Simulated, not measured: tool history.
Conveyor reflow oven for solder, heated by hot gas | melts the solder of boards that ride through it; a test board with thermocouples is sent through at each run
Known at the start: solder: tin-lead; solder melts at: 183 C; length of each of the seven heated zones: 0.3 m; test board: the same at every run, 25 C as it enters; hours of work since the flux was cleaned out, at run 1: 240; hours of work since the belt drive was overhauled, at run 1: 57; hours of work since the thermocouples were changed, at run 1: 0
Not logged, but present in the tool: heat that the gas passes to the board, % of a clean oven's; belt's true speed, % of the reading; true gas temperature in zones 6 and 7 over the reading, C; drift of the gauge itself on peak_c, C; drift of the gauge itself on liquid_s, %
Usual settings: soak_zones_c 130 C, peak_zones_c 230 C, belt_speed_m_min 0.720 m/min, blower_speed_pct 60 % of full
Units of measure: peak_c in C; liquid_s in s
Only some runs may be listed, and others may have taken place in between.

run,hour,soak_zones_c,peak_zones_c,belt_speed_m_min,blower_speed_pct,hours of work since the flux was cleaned out,hours of work since the belt drive was overhauled,hours of work since the thermocouples were changed,peak_c,liquid_s
1,0.0,130,230,0.720,60,240,57,0,211.0,31.5
# hour 17.7: flux residue cleaned out of gas plates and filters
2,49.2,130,230,0.720,60,17,81,25,212.4,33.7
3,85.1,130,230,0.720,60,37,101,44,212.3,32.7
4,154.0,130,230,0.720,60,76,140,83,212.6,33.1
5,193.1,130,230,0.720,60,97,161,104,212.2,33.2
6,228.5,130,230,0.720,60,117,181,124,212.3,33.2
7,312.1,130,230,0.720,60,163,227,170,211.9,32.8
8,378.3,130,230,0.720,60,200,264,207,212.4,32.8
9,451.9,130,230,0.720,89,241,305,248,216.7,36.5
# hour 462.8: flux residue cleaned out of gas plates and filters
10,492.3,130,230,0.720,60,16,325,268,213.8,34.4
11,541.5,130,230,0.720,60,44,352,295,213.7,34.0
12,610.3,130,230,0.720,60,82,390,333,213.2,33.8
13,664.8,130,230,0.720,60,112,420,363,213.3,33.7
14,717.5,130,230,0.720,60,141,450,393,213.1,34.1
15,764.7,130,230,0.720,60,168,476,419,213.1,34.2
16,829.8,130,230,0.720,60,204,512,455,212.7,34.0
17,869.5,128,230,0.785,60,226,534,477,209.5,27.9
# hour 909.9: flux residue cleaned out of gas plates and filters
18,955.2,140,241,0.780,60,25,579,522,223.1,37.9
19,1011.7,124,222,0.780,60,57,610,553,204.0,24.0
20,1080.6,121,232,0.784,60,95,648,592,211.2,28.2
21,1126.5,130,244,0.845,60,120,674,617,220.0,31.5
22,1197.5,130,242,0.709,60,160,713,656,225.2,40.4
23,1253.4,130,242,0.709,60,191,744,687,224.9,41.2
24,1310.3,128,230,0.720,60,222,776,719,213.6,33.7
# hour 1355.0: flux residue cleaned out of gas plates and filters
25,1389.7,130,223,0.615,53,19,817,760,212.5,40.4
26,1426.5,130,239,0.615,53,40,838,781,227.1,48.8
27,1493.0,130,230,0.720,61,77,875,818,215.8,36.0
28,1569.1,130,230,0.720,61,119,917,860,215.5,35.8
29,1617.3,135,231,0.720,60,146,944,887,217.5,38.1
30,1678.1,135,231,0.720,60,179,977,920,217.1,37.4

Below are 4 alternative next runs, each starting from the tool's condition after run 30. Predict each:
A,1735.5,135,237,0.720,70,211,1009,952,?,?
B,1735.5,135,232,0.755,60,211,1009,952,?,?
C,1735.5,135,231,0.608,60,211,1009,952,?,?
D,1735.5,122,220,0.850,60,211,1009,952,?,?

run,peak_c,liquid_s
A,224.3,41.6
B,215.9,34.9
C,221.9,48.2
D,198.8,17.7
With no hidden state in the tool, these same runs would have given:
run,peak_c,liquid_s
A,222.2,39.6
B,213.8,32.9
C,219.4,45.8
D,197.0,15.9
